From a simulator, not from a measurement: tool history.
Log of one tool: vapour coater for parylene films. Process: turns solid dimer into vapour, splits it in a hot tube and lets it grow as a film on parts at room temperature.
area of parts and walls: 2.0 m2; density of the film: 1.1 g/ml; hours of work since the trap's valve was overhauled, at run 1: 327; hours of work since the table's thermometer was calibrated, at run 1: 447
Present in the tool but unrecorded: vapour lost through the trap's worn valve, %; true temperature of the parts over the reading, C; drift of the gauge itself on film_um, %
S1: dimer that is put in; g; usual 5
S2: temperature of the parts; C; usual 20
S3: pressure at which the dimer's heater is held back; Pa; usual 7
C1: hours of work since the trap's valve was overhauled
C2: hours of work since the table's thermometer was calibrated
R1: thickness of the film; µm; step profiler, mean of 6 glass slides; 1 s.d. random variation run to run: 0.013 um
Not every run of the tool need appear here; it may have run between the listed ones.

{"run": 1, "hour": 0.0, "S1": 5, "S2": 20, "S3": 7, "C1": 327, "C2": 447, "R1": 1.42}
{"run": 2, "hour": 33.7, "S1": 5, "S2": 20, "S3": 6.08, "C1": 341, "C2": 462, "R1": 1.48}
{"run": 3, "hour": 64.3, "S1": 5, "S2": 15, "S3": 7, "C1": 354, "C2": 475, "R1": 1.75}
{"run": 4, "hour": 100.0, "S1": 5, "S2": 20, "S3": 7, "C1": 369, "C2": 490, "R1": 1.45}
{"run": 5, "hour": 121.5, "S1": 5, "S2": 20, "S3": 7, "C1": 378, "C2": 499, "R1": 1.44}
{"run": 6, "hour": 153.8, "S1": 5, "S2": 20, "S3": 7, "C1": 391, "C2": 512, "R1": 1.43}
{"run": 7, "hour": 185.1, "S1": 5, "S2": 20, "S3": 10.05, "C1": 405, "C2": 526, "R1": 1.32}
{"run": 8, "hour": 218.7, "S1": 5, "S2": 20, "S3": 10.05, "C1": 419, "C2": 540, "R1": 1.34}
{"run": 9, "hour": 237.7, "S1": 5, "S2": 20, "S3": 10.05, "C1": 427, "C2": 548, "R1": 1.34}
{"run": 10, "hour": 263.9, "S1": 5, "S2": 20, "S3": 10.05, "C1": 438, "C2": 559, "R1": 1.31}
{"run": 11, "hour": 292.8, "S1": 5, "S2": 20, "S3": 10.05, "C1": 450, "C2": 571, "R1": 1.31}
{"run": 12, "hour": 331.4, "S1": 5, "S2": 22, "S3": 7, "C1": 466, "C2": 587, "R1": 1.28}
{"run": 13, "hour": 351.8, "S1": 5, "S2": 21, "S3": 7, "C1": 475, "C2": 596, "R1": 1.37}
{"run": 14, "hour": 373.2, "S1": 5, "S2": 21, "S3": 7, "C1": 484, "C2": 605, "R1": 1.36}
{"run": 15, "hour": 419.3, "S1": 5, "S2": 21, "S3": 7, "C1": 503, "C2": 624, "R1": 1.33}
{"run": 16, "hour": 463.4, "S1": 5, "S2": 21, "S3": 7, "C1": 522, "C2": 643, "R1": 1.36}
{"run": 17, "hour": 482.6, "S1": 5, "S2": 21, "S3": 7, "C1": 530, "C2": 651, "R1": 1.34}
{"run": 18, "hour": 526.6, "S1": 5, "S2": 21, "S3": 7, "C1": 549, "C2": 670, "R1": 1.37}
{"run": 19, "hour": 560.1, "S1": 5, "S2": 21, "S3": 7, "C1": 563, "C2": 684, "R1": 1.34}
{"run": 20, "hour": 596.3, "S1": 5, "S2": 20, "S3": 11.87, "C1": 578, "C2": 699, "R1": 1.27}
{"hour": 641.8, "done": "trap's valve overhauled"}
{"run": 21, "hour": 642.6, "S1": 8, "S2": 20, "S3": 7, "C1": 0, "C2": 717, "R1": 2.13}
{"run": 22, "hour": 671.9, "S1": 5, "S2": 26, "S3": 7, "C1": 13, "C2": 729, "R1": 1.03}
{"run": 23, "hour": 693.4, "S1": 5, "S2": 26, "S3": 7, "C1": 22, "C2": 738, "R1": 1.04}
{"run": 24, "hour": 723.4, "S1": 5, "S2": 26, "S3": 7, "C1": 34, "C2": 751, "R1": 1.05}
{"run": 25, "hour": 760.7, "S1": 2, "S2": 23, "S3": 7, "C1": 50, "C2": 767, "R1": 0.46}
{"run": 26, "hour": 798.1, "S1": 3, "S2": 23, "S3": 2.2, "C1": 66, "C2": 782, "R1": 0.89}
{"run": 27, "hour": 821.0, "S1": 4, "S2": 23, "S3": 8.73, "C1": 76, "C2": 792, "R1": 0.9}
{"run": 28, "hour": 839.7, "S1": 4, "S2": 23, "S3": 8.73, "C1": 83, "C2": 800, "R1": 0.88}
{"hour": 883.4, "done": "trap's valve overhauled, once more"}
{"run": 29, "hour": 886.3, "S1": 2, "S2": 20, "S3": 7, "C1": 1, "C2": 818, "R1": 0.58}
{"run": 30, "hour": 911.9, "S1": 5, "S2": 21, "S3": 7, "C1": 12, "C2": 829, "R1": 1.45}
{"run": 31, "hour": 950.5, "S1": 7, "S2": 27, "S3": 6.32, "C1": 28, "C2": 845, "R1": 1.6}
{"run": 32, "hour": 995.1, "S1": 3, "S2": 17, "S3": 6.84, "C1": 47, "C2": 864, "R1": 1.02}
{"run": 33, "hour": 1041.5, "S1": 5, "S2": 20, "S3": 9.38, "C1": 67, "C2": 883, "R1": 1.43}
{"run": 34, "hour": 1086.3, "S1": 5, "S2": 20, "S3": 9.38, "C1": 86, "C2": 902, "R1": 1.42}
{"run": 35, "hour": 1124.8, "S1": 2, "S2": 14, "S3": 2.3, "C1": 102, "C2": 918, "R1": 0.87}
{"run": 36, "hour": 1145.3, "S1": 5, "S2": 14, "S3": 2.14, "C1": 110, "C2": 927, "R1": 2.17}
{"run": 37, "hour": 1183.7, "S1": 5, "S2": 30, "S3": 7, "C1": 127, "C2": 943, "R1": 1.01}
{"run": 38, "hour": 1215.5, "S1": 5, "S2": 30, "S3": 7, "C1": 140, "C2": 957, "R1": 1}
{"run": 39, "hour": 1241.3, "S1": 3, "S2": 27, "S3": 10.93, "C1": 151, "C2": 968, "R1": 0.62}
{"run": 40, "hour": 1264.2, "S1": 3, "S2": 27, "S3": 10.93, "C1": 161, "C2": 977, "R1": 0.6}
{"run": 41, "hour": 1291.7, "S1": 3, "S2": 13, "S3": 6.05, "C1": 172, "C2": 989, "R1": 1.23}
{"run": 42, "hour": 1334.4, "S1": 3, "S2": 13, "S3": 6.05, "C1": 190, "C2": 1007, "R1": 1.2}
{"run": 43, "hour": 1371.0, "S1": 3, "S2": 13, "S3": 6.05, "C1": 206, "C2": 1022, "R1": 1.22}
{"run": 44, "hour": 1412.0, "S1": 3, "S2": 13, "S3": 6.05, "C1": 223, "C2": 1040, "R1": 1.22}
{"run": 45, "hour": 1439.5, "S1": 5, "S2": 16, "S3": 7, "C1": 234, "C2": 1051, "R1": 1.72}
{"run": 46, "hour": 1469.2, "S1": 4, "S2": 22, "S3": 7, "C1": 247, "C2": 1064, "R1": 1.06}
{"run": 47, "hour": 1500.0, "S1": 3, "S2": 17, "S3": 4.52, "C1": 260, "C2": 1077, "R1": 1.11}

Results per run with the tool's hidden condition removed, run-to-run variation unchanged:
run=1 R1=1.49
run=2 R1=1.56
run=3 R1=1.84
run=4 R1=1.52
run=5 R1=1.51
run=6 R1=1.51
run=7 R1=1.4
run=8 R1=1.41
run=9 R1=1.41
run=10 R1=1.4
run=11 R1=1.39
run=12 R1=1.36
run=13 R1=1.46
run=14 R1=1.45
run=15 R1=1.42
run=16 R1=1.46
run=17 R1=1.44
run=18 R1=1.47
run=19 R1=1.44
run=20 R1=1.37
run=21 R1=2.42
run=22 R1=1.17
run=23 R1=1.19
run=24 R1=1.19
run=25 R1=0.53
run=26 R1=1.02
run=27 R1=1.03
run=28 R1=1.01
run=29 R1=0.58
run=30 R1=1.45
run=31 R1=1.61
run=32 R1=1.02
run=33 R1=1.44
run=34 R1=1.43
run=35 R1=0.89
run=36 R1=2.21
run=37 R1=1.02
run=38 R1=1.01
run=39 R1=0.63
run=40 R1=0.61
run=41 R1=1.25
run=42 R1=1.23
run=43 R1=1.25
run=44 R1=1.25
run=45 R1=1.77
run=46 R1=1.09
run=47 R1=1.14

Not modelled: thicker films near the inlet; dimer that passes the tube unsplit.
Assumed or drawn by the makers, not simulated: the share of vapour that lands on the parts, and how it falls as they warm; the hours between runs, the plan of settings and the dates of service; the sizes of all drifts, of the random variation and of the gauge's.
